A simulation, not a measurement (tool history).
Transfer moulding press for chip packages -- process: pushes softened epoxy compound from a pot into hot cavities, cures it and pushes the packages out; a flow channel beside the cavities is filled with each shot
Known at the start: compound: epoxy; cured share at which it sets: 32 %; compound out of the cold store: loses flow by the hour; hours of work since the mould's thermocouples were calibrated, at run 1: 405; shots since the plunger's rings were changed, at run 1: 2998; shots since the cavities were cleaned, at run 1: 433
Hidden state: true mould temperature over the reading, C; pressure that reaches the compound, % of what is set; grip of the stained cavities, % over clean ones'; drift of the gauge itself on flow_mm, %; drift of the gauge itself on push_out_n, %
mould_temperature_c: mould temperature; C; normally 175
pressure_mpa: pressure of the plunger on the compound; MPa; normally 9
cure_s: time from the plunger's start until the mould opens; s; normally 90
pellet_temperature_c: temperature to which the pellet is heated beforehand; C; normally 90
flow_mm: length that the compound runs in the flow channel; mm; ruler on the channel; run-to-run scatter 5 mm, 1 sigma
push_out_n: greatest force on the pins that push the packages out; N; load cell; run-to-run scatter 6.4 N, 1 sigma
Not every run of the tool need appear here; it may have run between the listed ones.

run	day	mould_temperature_c	pressure_mpa	cure_s	pellet_temperature_c	hours of work since the mould's thermocouples were calibrated	shots since the plunger's rings were changed	shots since the cavities were cleaned	incoming compound's hours out of the cold store	flow_mm	push_out_n
1	0	175	9	90	90	405	2998	433	24.7	813	337
2	1.571	175	9	90	90	426	3390	825	18	832	384
# day 2.588: cavities cleaned with cleaning compound and waxed
3	3.242	175	9	90	90	447	3792	164	32.1	779	274
4	4.125	175	9	90	90	459	4012	384	37.4	761	309
5	4.967	180	9	90	90	470	4223	595	34.4	752	307
6	6.1	175	10.15	90	90	485	4506	878	14.6	887	379
# day 6.812: cavities cleaned with cleaning compound and waxed
7	7.867	175	10.15	90	90	508	4931	263	27.3	825	308
# day 8.712: plunger's sealing rings changed
8	9.746	175	10.15	90	90	531	259	707	13.9	941	371
# day 11.092: cavities cleaned with cleaning compound and waxed
9	11.542	175	9	90	90	554	692	113	32.7	819	266
# day 12.546: mould's thermocouples calibrated
10	13	175	9	90	90	6	1035	456	35	807	329
11	14.75	175	9	74	90	29	1472	893	19.3	867	557
# day 15.383: cavities cleaned with cleaning compound and waxed
12	15.858	175	9	90	90	43	1733	119	14.1	875	276
13	17.062	175	9	90	90	59	2034	420	36.6	783	325
14	18.579	175	9	90	90	79	2412	798	30.5	807	366
# day 19.642: cavities cleaned with cleaning compound and waxed
15	19.642	175	9	90	90	93	2662	0	43.6	752	244
16	20.958	178	8.63	73	90	110	2991	329	20.1	815	383
17	22.096	178	9.05	73	94	125	3275	613	31.6	778	420
# day 23.85: cavities cleaned with cleaning compound and waxed
18	23.879	178	9.05	73	94	148	3705	8	28.7	786	299
19	25.092	175	8.9	111	88	164	4008	311	27.3	792	291
20	25.9	175	8.9	111	88	175	4209	512	14.7	840	298
21	27.675	173	9	90	88	198	4653	956	8.9	879	449
# day 28.142: cavities cleaned with cleaning compound and waxed
22	29.2	171	7.36	121	85	218	5018	264	16.6	758	296
# day 29.667: plunger's sealing rings changed
23	30.662	171	9.51	121	97	236	248	603	30.8	862	327
24	32.242	171	7.13	121	97	257	643	998	16.8	795	355
# day 32.525: cavities cleaned with cleaning compound and waxed
25	33.062	177	9	90	90	267	832	134	27.9	819	272
26	34.392	177	6.83	90	90	284	1164	466	22.1	730	308
27	36.088	176	10.93	93	82	307	1587	889	11.8	963	376
# day 36.7: cavities cleaned with cleaning compound and waxed
28	37.912	176	9.67	93	88	330	2027	302	37.3	801	294
29	39.567	176	9.67	93	88	352	2441	716	19	862	352

3 options for the next run, each taken on its own from the tool as it stands now. Forecast them:
A	40.738	171	9	104	91	368	2733	1008	41.4	?	?
B	40.738	175	9	83	90	368	2733	1008	10.5	?	?
C	40.738	176	9.67	93	97	368	2733	1008	10.3	?	?

run	flow_mm	push_out_n
A	778	385
B	870	433
C	904	363
Without the tool's unlogged condition, the same runs would have read:
run	flow_mm	push_out_n
A	813	244
B	909	280
C	945	227
